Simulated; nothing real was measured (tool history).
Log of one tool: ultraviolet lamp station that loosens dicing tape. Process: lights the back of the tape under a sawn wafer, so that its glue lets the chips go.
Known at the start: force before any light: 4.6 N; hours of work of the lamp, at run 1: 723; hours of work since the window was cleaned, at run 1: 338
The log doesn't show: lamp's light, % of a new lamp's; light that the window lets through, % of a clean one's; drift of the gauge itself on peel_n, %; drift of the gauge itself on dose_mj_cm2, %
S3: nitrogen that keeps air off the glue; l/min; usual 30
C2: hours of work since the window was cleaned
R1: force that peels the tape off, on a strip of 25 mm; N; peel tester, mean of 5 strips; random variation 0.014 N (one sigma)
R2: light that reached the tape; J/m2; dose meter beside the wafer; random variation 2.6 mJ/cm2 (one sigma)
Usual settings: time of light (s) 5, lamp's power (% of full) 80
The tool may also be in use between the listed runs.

{"run": 1, "hour": 0.0, "time of light (s)": 5, "lamp's power (% of full)": 80, "S3": 30, "hours of work of the lamp": 723, "C2": 338, "R1": 1.507, "R2": 1770}
{"run": 2, "hour": 33.3, "time of light (s)": 5, "lamp's power (% of full)": 80, "S3": 30, "hours of work of the lamp": 741, "C2": 356, "R1": 1.584, "R2": 1730}
{"hour": 45.7, "done": "lamp changed"}
{"hour": 56.7, "done": "window cleaned of glue's vapour"}
{"run": 3, "hour": 67.9, "time of light (s)": 5, "lamp's power (% of full)": 80, "S3": 30, "hours of work of the lamp": 11, "C2": 6, "R1": 0.687, "R2": 3250}
{"run": 4, "hour": 107.0, "time of light (s)": 5, "lamp's power (% of full)": 80, "S3": 30, "hours of work of the lamp": 32, "C2": 26, "R1": 0.694, "R2": 3190}
{"run": 5, "hour": 146.2, "time of light (s)": 5, "lamp's power (% of full)": 80, "S3": 30, "hours of work of the lamp": 52, "C2": 47, "R1": 0.726, "R2": 3150}
{"run": 6, "hour": 166.5, "time of light (s)": 5, "lamp's power (% of full)": 70, "S3": 30, "hours of work of the lamp": 63, "C2": 58, "R1": 0.896, "R2": 2690}
{"run": 7, "hour": 187.3, "time of light (s)": 5, "lamp's power (% of full)": 80, "S3": 30, "hours of work of the lamp": 74, "C2": 68, "R1": 0.733, "R2": 3070}
{"run": 8, "hour": 231.6, "time of light (s)": 5, "lamp's power (% of full)": 80, "S3": 30, "hours of work of the lamp": 97, "C2": 92, "R1": 0.761, "R2": 3020}
{"run": 9, "hour": 251.3, "time of light (s)": 5, "lamp's power (% of full)": 80, "S3": 30, "hours of work of the lamp": 107, "C2": 102, "R1": 0.783, "R2": 2980}
{"run": 10, "hour": 283.8, "time of light (s)": 5, "lamp's power (% of full)": 80, "S3": 30, "hours of work of the lamp": 124, "C2": 119, "R1": 0.809, "R2": 2980}
{"run": 11, "hour": 323.9, "time of light (s)": 5, "lamp's power (% of full)": 80, "S3": 30, "hours of work of the lamp": 146, "C2": 140, "R1": 0.806, "R2": 2860}
{"run": 12, "hour": 361.7, "time of light (s)": 5, "lamp's power (% of full)": 80, "S3": 30, "hours of work of the lamp": 165, "C2": 160, "R1": 0.853, "R2": 2810}
{"run": 13, "hour": 385.0, "time of light (s)": 5, "lamp's power (% of full)": 80, "S3": 30, "hours of work of the lamp": 178, "C2": 172, "R1": 0.856, "R2": 2810}
{"run": 14, "hour": 424.6, "time of light (s)": 5, "lamp's power (% of full)": 80, "S3": 30, "hours of work of the lamp": 198, "C2": 193, "R1": 0.874, "R2": 2760}
{"run": 15, "hour": 444.0, "time of light (s)": 5, "lamp's power (% of full)": 60, "S3": 30, "hours of work of the lamp": 208, "C2": 203, "R1": 1.267, "R2": 2060}
{"run": 16, "hour": 486.7, "time of light (s)": 5, "lamp's power (% of full)": 60, "S3": 30, "hours of work of the lamp": 231, "C2": 225, "R1": 1.34, "R2": 2000}
{"run": 17, "hour": 505.6, "time of light (s)": 5, "lamp's power (% of full)": 60, "S3": 30, "hours of work of the lamp": 241, "C2": 235, "R1": 1.358, "R2": 2000}
{"run": 18, "hour": 547.3, "time of light (s)": 6, "lamp's power (% of full)": 80, "S3": 30, "hours of work of the lamp": 263, "C2": 257, "R1": 0.76, "R2": 3150}
{"run": 19, "hour": 585.0, "time of light (s)": 5, "lamp's power (% of full)": 80, "S3": 30, "hours of work of the lamp": 282, "C2": 277, "R1": 0.982, "R2": 2550}
{"run": 20, "hour": 620.4, "time of light (s)": 5, "lamp's power (% of full)": 80, "S3": 30, "hours of work of the lamp": 301, "C2": 295, "R1": 1.012, "R2": 2460}
{"run": 21, "hour": 661.0, "time of light (s)": 5, "lamp's power (% of full)": 80, "S3": 17, "hours of work of the lamp": 322, "C2": 317, "R1": 1.21, "R2": 2430}
{"run": 22, "hour": 688.6, "time of light (s)": 5, "lamp's power (% of full)": 80, "S3": 17, "hours of work of the lamp": 337, "C2": 331, "R1": 1.28, "R2": 2390}
{"run": 23, "hour": 707.7, "time of light (s)": 5, "lamp's power (% of full)": 80, "S3": 17, "hours of work of the lamp": 347, "C2": 341, "R1": 1.286, "R2": 2400}
{"run": 24, "hour": 746.9, "time of light (s)": 5, "lamp's power (% of full)": 84, "S3": 51, "hours of work of the lamp": 367, "C2": 362, "R1": 0.872, "R2": 2440}
{"hour": 758.6, "done": "window cleaned of glue's vapour"}
{"run": 25, "hour": 771.1, "time of light (s)": 5, "lamp's power (% of full)": 84, "S3": 51, "hours of work of the lamp": 380, "C2": 7, "R1": 0.772, "R2": 2740}
{"run": 26, "hour": 796.4, "time of light (s)": 5, "lamp's power (% of full)": 76, "S3": 30, "hours of work of the lamp": 393, "C2": 20, "R1": 0.982, "R2": 2400}
{"run": 27, "hour": 818.7, "time of light (s)": 3, "lamp's power (% of full)": 76, "S3": 45, "hours of work of the lamp": 404, "C2": 31, "R1": 1.829, "R2": 1450}
{"run": 28, "hour": 855.0, "time of light (s)": 3, "lamp's power (% of full)": 76, "S3": 45, "hours of work of the lamp": 424, "C2": 51, "R1": 1.708, "R2": 1460}
{"run": 29, "hour": 875.9, "time of light (s)": 2, "lamp's power (% of full)": 81, "S3": 52, "hours of work of the lamp": 434, "C2": 61, "R1": 2.352, "R2": 990}
{"run": 30, "hour": 896.2, "time of light (s)": 2, "lamp's power (% of full)": 81, "S3": 52, "hours of work of the lamp": 445, "C2": 72, "R1": 2.232, "R2": 1000}
{"run": 31, "hour": 920.4, "time of light (s)": 10, "lamp's power (% of full)": 94, "S3": 24, "hours of work of the lamp": 458, "C2": 85, "R1": 0.324, "R2": 5690}
{"run": 32, "hour": 956.3, "time of light (s)": 6, "lamp's power (% of full)": 83, "S3": 43, "hours of work of the lamp": 477, "C2": 104, "R1": 0.715, "R2": 2980}
{"run": 33, "hour": 993.5, "time of light (s)": 6, "lamp's power (% of full)": 83, "S3": 43, "hours of work of the lamp": 496, "C2": 123, "R1": 0.716, "R2": 2890}
{"run": 34, "hour": 1031.5, "time of light (s)": 8, "lamp's power (% of full)": 80, "S3": 20, "hours of work of the lamp": 516, "C2": 143, "R1": 0.667, "R2": 3640}
{"run": 35, "hour": 1049.7, "time of light (s)": 8, "lamp's power (% of full)": 82, "S3": 26, "hours of work of the lamp": 526, "C2": 152, "R1": 0.586, "R2": 3730}
{"run": 36, "hour": 1073.3, "time of light (s)": 5, "lamp's power (% of full)": 61, "S3": 30, "hours of work of the lamp": 538, "C2": 165, "R1": 1.551, "R2": 1670}
{"run": 37, "hour": 1105.3, "time of light (s)": 9, "lamp's power (% of full)": 72, "S3": 26, "hours of work of the lamp": 555, "C2": 182, "R1": 0.631, "R2": 3540}
{"run": 38, "hour": 1129.2, "time of light (s)": 9, "lamp's power (% of full)": 72, "S3": 26, "hours of work of the lamp": 567, "C2": 194, "R1": 0.652, "R2": 3490}
{"run": 39, "hour": 1163.5, "time of light (s)": 9, "lamp's power (% of full)": 72, "S3": 26, "hours of work of the lamp": 585, "C2": 212, "R1": 0.664, "R2": 3430}
{"run": 40, "hour": 1191.7, "time of light (s)": 7, "lamp's power (% of full)": 72, "S3": 22, "hours of work of the lamp": 600, "C2": 227, "R1": 1.047, "R2": 2650}
{"run": 41, "hour": 1236.4, "time of light (s)": 2, "lamp's power (% of full)": 70, "S3": 34, "hours of work of the lamp": 623, "C2": 250, "R1": 2.921, "R2": 730}
{"run": 42, "hour": 1261.7, "time of light (s)": 2, "lamp's power (% of full)": 77, "S3": 40, "hours of work of the lamp": 637, "C2": 264, "R1": 2.736, "R2": 740}

How the hidden state differs across the entries between the runs, from the last listed run before each to the first after it:
Between runs 2 and 3: lamp changed (hour 45.7); window cleaned of glue's vapour (hour 56.7)
  lamp's light, % of a new lamp's: 59 -> 98.2; light that the window lets through, % of a clean one's: 87.8 -> 99.3
  measured less the result without the state, R1: +0.914 -> +0.025 N; R2: -1600 -> -80 J/m2
Between runs 24 and 25: window cleaned of glue's vapour (hour 758.6)
  lamp's light, % of a new lamp's: 79.6 -> 78.9; light that the window lets through, % of a clean one's: 88.2 -> 99.3
  measured less the result without the state, R1: +0.364 -> +0.245 N; R2: -1040 -> -750 J/m2
